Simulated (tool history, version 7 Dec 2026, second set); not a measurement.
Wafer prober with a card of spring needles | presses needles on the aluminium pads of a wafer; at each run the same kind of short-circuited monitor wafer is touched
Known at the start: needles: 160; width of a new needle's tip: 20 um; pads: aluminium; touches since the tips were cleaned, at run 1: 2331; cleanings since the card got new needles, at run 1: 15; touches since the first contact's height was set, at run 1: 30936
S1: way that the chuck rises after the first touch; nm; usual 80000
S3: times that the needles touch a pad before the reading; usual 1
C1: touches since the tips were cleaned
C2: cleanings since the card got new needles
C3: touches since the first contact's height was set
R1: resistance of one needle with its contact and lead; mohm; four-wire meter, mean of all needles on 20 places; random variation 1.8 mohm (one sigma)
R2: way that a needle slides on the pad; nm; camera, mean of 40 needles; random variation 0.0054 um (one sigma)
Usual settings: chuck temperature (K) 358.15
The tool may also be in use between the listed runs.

Run 1, day 0.000: usual settings; C1 2331; C2 15; C3 30936. Result: R1 193 mohm, R2 13985 nm.
Run 2, day 0.250: usual settings; C1 4673; C2 15; C3 33278. Result: R1 190 mohm, R2 13969 nm.
At day 0.479: tips cleaned on abrasive film.
Run 3, day 0.612: usual settings; C1 1249; C2 16; C3 36669. Result: R1 194 mohm, R2 13957 nm.
Run 4, day 0.975: usual settings but chuck temperature (K) 381.15; C1 4650; C2 16; C3 40070. Result: R1 197 mohm, R2 13940 nm.
At day 1.200: tips cleaned on abrasive film.
Run 5, day 1.512: usual settings but chuck temperature (K) 381.15; C1 2936; C2 17; C3 45102. Result: R1 199 mohm, R2 13897 nm.
At day 1.942: tips cleaned on abrasive film.
Run 6, day 2.100: usual settings but chuck temperature (K) 381.15; C1 1503; C2 18; C3 50614. Result: R1 199 mohm, R2 13868 nm.
Run 7, day 2.342: usual settings but S3 3; C1 3797; C2 18; C3 52908. Result: R1 193 mohm, R2 13852 nm.
At day 2.662: tips cleaned on abrasive film.
Run 8, day 2.662: usual settings but S1 76000 nm, S3 3; C1 0; C2 19; C3 55886. Result: R1 193 mohm, R2 13140 nm.
Run 9, day 3.167: usual settings but S1 76000 nm, S3 3; C1 4755; C2 19; C3 60641. Result: R1 192 mohm, R2 13116 nm.
At day 3.404: tips cleaned on abrasive film.
Run 10, day 3.600: usual settings but S1 76000 nm, S3 3; C1 1814; C2 20; C3 64665. Result: R1 195 mohm, R2 13090 nm.
Run 11, day 4.062: usual settings but S1 76000 nm, S3 3; C1 6170; C2 20; C3 69021. Result: R1 197 mohm, R2 13056 nm.
At day 4.167: tips cleaned on abrasive film.
Run 12, day 4.333: usual settings but S1 76000 nm, S3 3; C1 1571; C2 21; C3 71537. Result: R1 195 mohm, R2 13046 nm.
Run 13, day 4.725: usual settings but S1 76000 nm, chuck temperature (K) 335.15, S3 3; C1 5277; C2 21; C3 75243. Result: R1 192 mohm, R2 13028 nm.
At day 4.888: tips cleaned on abrasive film.
Run 14, day 5.208: usual settings but S1 96000 nm, chuck temperature (K) 373.15, S3 2; C1 3057; C2 22; C3 79776. Result: R1 194 mohm, R2 16407 nm.

Forecast each of these 5 alternatives for the next run:
At day 5.388: gauge calibrated.
Run A, day 5.550: usual settings but S1 96000 nm, chuck temperature (K) 373.15, S3 2; C1 6256; C2 22; C3 82975. Result: R1 ?, R2 ?.
At day 5.388: gauge calibrated.
Run B, day 5.550: usual settings but S1 76000 nm, chuck temperature (K) 373.15, S3 2; C1 6256; C2 22; C3 82975. Result: R1 ?, R2 ?.
At day 5.388: gauge calibrated.
Run C, day 5.550: usual settings but S1 77000 nm, chuck temperature (K) 303.15; C1 6256; C2 22; C3 82975. Result: R1 ?, R2 ?.
At day 5.388: gauge calibrated.
Run D, day 5.550: usual settings but chuck temperature (K) 336.15; C1 6256; C2 22; C3 82975. Result: R1 ?, R2 ?.
At day 5.388: gauge calibrated.
Run E, day 5.550: usual settings but S1 83000 nm, chuck temperature (K) 318.15, S3 3; C1 6256; C2 22; C3 82975. Result: R1 ?, R2 ?.

run   R1     R2
  A  190  16776
  B  194  13276
  C  184  13456
  D  189  13976
  E  181  14505
Without the tool's hidden state the same runs would have given:
run   R1     R2
  A  189  16788
  B  194  13286
  C  183  13466
  D  189  13987
  E  181  14516
